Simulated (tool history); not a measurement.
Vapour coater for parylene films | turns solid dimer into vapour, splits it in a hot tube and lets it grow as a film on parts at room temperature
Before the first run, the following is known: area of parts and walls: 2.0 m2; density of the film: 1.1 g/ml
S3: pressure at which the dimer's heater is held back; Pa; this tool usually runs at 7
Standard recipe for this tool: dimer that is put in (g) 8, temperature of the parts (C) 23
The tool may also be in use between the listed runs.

{"run": 1, "hour": 0.0, "dimer that is put in (g)": 8, "temperature of the parts (C)": 23, "S3": 7, "thickness of the film (µm)": 2.66}
{"run": 2, "hour": 23.0, "dimer that is put in (g)": 8, "temperature of the parts (C)": 23, "S3": 7, "thickness of the film (µm)": 2.61}
{"run": 3, "hour": 37.4, "dimer that is put in (g)": 11, "temperature of the parts (C)": 23, "S3": 7, "thickness of the film (µm)": 3.56}
{"run": 4, "hour": 60.6, "dimer that is put in (g)": 8, "temperature of the parts (C)": 23, "S3": 7, "thickness of the film (µm)": 2.56}
{"run": 5, "hour": 88.0, "dimer that is put in (g)": 8, "temperature of the parts (C)": 25, "S3": 7, "thickness of the film (µm)": 2.4}
{"run": 6, "hour": 106.2, "dimer that is put in (g)": 3, "temperature of the parts (C)": 23, "S3": 7, "thickness of the film (µm)": 0.97}
{"run": 7, "hour": 133.2, "dimer that is put in (g)": 3, "temperature of the parts (C)": 23, "S3": 7, "thickness of the film (µm)": 1.01}
{"run": 8, "hour": 153.5, "dimer that is put in (g)": 3, "temperature of the parts (C)": 23, "S3": 7, "thickness of the film (µm)": 0.93}
{"run": 9, "hour": 178.0, "dimer that is put in (g)": 3, "temperature of the parts (C)": 23, "S3": 3.06, "thickness of the film (µm)": 1.06}
{"run": 10, "hour": 204.0, "dimer that is put in (g)": 8, "temperature of the parts (C)": 23, "S3": 7, "thickness of the film (µm)": 2.53}
{"run": 11, "hour": 220.1, "dimer that is put in (g)": 8, "temperature of the parts (C)": 23, "S3": 7, "thickness of the film (µm)": 2.5}
{"run": 12, "hour": 235.4, "dimer that is put in (g)": 8, "temperature of the parts (C)": 23, "S3": 7, "thickness of the film (µm)": 2.51}
{"run": 13, "hour": 263.1, "dimer that is put in (g)": 8, "temperature of the parts (C)": 23, "S3": 7, "thickness of the film (µm)": 2.49}
{"run": 14, "hour": 283.6, "dimer that is put in (g)": 8, "temperature of the parts (C)": 23, "S3": 7, "thickness of the film (µm)": 2.49}
{"run": 15, "hour": 305.2, "dimer that is put in (g)": 8, "temperature of the parts (C)": 23, "S3": 7, "thickness of the film (µm)": 2.44}
{"run": 16, "hour": 333.3, "dimer that is put in (g)": 8, "temperature of the parts (C)": 23, "S3": 7, "thickness of the film (µm)": 2.44}
{"run": 17, "hour": 359.9, "dimer that is put in (g)": 8, "temperature of the parts (C)": 23, "S3": 2.79, "thickness of the film (µm)": 2.68}
{"run": 18, "hour": 376.1, "dimer that is put in (g)": 8, "temperature of the parts (C)": 23, "S3": 7, "thickness of the film (µm)": 2.44}
{"run": 19, "hour": 397.0, "dimer that is put in (g)": 8, "temperature of the parts (C)": 23, "S3": 7, "thickness of the film (µm)": 2.43}
{"run": 20, "hour": 416.4, "dimer that is put in (g)": 8, "temperature of the parts (C)": 23, "S3": 7, "thickness of the film (µm)": 2.42}
{"run": 21, "hour": 438.2, "dimer that is put in (g)": 13, "temperature of the parts (C)": 22, "S3": 7, "thickness of the film (µm)": 4.01}
{"run": 22, "hour": 467.6, "dimer that is put in (g)": 13, "temperature of the parts (C)": 22, "S3": 7, "thickness of the film (µm)": 4.01}
{"run": 23, "hour": 483.0, "dimer that is put in (g)": 6, "temperature of the parts (C)": 24, "S3": 7, "thickness of the film (µm)": 1.73}
{"run": 24, "hour": 506.4, "dimer that is put in (g)": 6, "temperature of the parts (C)": 19, "S3": 9.95, "thickness of the film (µm)": 1.96}
{"run": 25, "hour": 525.8, "dimer that is put in (g)": 6, "temperature of the parts (C)": 22, "S3": 3.03, "thickness of the film (µm)": 1.98}
{"hour": 550.1, "done": "trap's valve overhauled"}
{"run": 26, "hour": 556.1, "dimer that is put in (g)": 9, "temperature of the parts (C)": 33, "S3": 2.59, "thickness of the film (µm)": 2.38}
{"run": 27, "hour": 584.4, "dimer that is put in (g)": 8, "temperature of the parts (C)": 26, "S3": 6.87, "thickness of the film (µm)": 2.33}
{"run": 28, "hour": 597.5, "dimer that is put in (g)": 8, "temperature of the parts (C)": 26, "S3": 6.87, "thickness of the film (µm)": 2.37}
{"run": 29, "hour": 627.7, "dimer that is put in (g)": 8, "temperature of the parts (C)": 26, "S3": 6.87, "thickness of the film (µm)": 2.33}
{"run": 30, "hour": 648.9, "dimer that is put in (g)": 8, "temperature of the parts (C)": 26, "S3": 6.87, "thickness of the film (µm)": 2.33}
{"run": 31, "hour": 680.7, "dimer that is put in (g)": 3, "temperature of the parts (C)": 25, "S3": 7, "thickness of the film (µm)": 0.92}
{"run": 32, "hour": 705.8, "dimer that is put in (g)": 14, "temperature of the parts (C)": 23, "S3": 4.24, "thickness of the film (µm)": 4.72}
{"run": 33, "hour": 736.2, "dimer that is put in (g)": 14, "temperature of the parts (C)": 23, "S3": 4.24, "thickness of the film (µm)": 4.71}
{"run": 34, "hour": 758.7, "dimer that is put in (g)": 4, "temperature of the parts (C)": 23, "S3": 4.69, "thickness of the film (µm)": 1.3}
{"run": 35, "hour": 782.3, "dimer that is put in (g)": 4, "temperature of the parts (C)": 23, "S3": 4.69, "thickness of the film (µm)": 1.31}
{"run": 36, "hour": 810.5, "dimer that is put in (g)": 4, "temperature of the parts (C)": 23, "S3": 4.69, "thickness of the film (µm)": 1.27}
{"run": 37, "hour": 824.0, "dimer that is put in (g)": 4, "temperature of the parts (C)": 23, "S3": 4.69, "thickness of the film (µm)": 1.27}
{"run": 38, "hour": 840.9, "dimer that is put in (g)": 4, "temperature of the parts (C)": 23, "S3": 4.69, "thickness of the film (µm)": 1.28}
{"run": 39, "hour": 870.4, "dimer that is put in (g)": 12, "temperature of the parts (C)": 15, "S3": 4.55, "thickness of the film (µm)": 4.99}
{"run": 40, "hour": 900.6, "dimer that is put in (g)": 8, "temperature of the parts (C)": 26, "S3": 7, "thickness of the film (µm)": 2.2}

Below are 4 alternative next runs, each starting from the tool's condition after run 40. Predict each:
{"run": "A", "hour": 931.2, "dimer that is put in (g)": 11, "temperature of the parts (C)": 30, "S3": 3.6, "thickness of the film (µm)": "?"}
{"run": "B", "hour": 931.2, "dimer that is put in (g)": 8, "temperature of the parts (C)": 24, "S3": 7, "thickness of the film (µm)": "?"}
{"run": "C", "hour": 931.2, "dimer that is put in (g)": 6, "temperature of the parts (C)": 24, "S3": 8.92, "thickness of the film (µm)": "?"}
{"run": "D", "hour": 931.2, "dimer that is put in (g)": 5, "temperature of the parts (C)": 32, "S3": 10.07, "thickness of the film (µm)": "?"}

run=A thickness_of_the_film_(µm)=2.85
run=B thickness_of_the_film_(µm)=2.29
run=C thickness_of_the_film_(µm)=1.71
run=D thickness_of_the_film_(µm)=1.06
What these runs would have given with no unlogged condition in the tool:
run=A thickness_of_the_film_(µm)=3.12
run=B thickness_of_the_film_(µm)=2.51
run=C thickness_of_the_film_(µm)=1.87
run=D thickness_of_the_film_(µm)=1.16
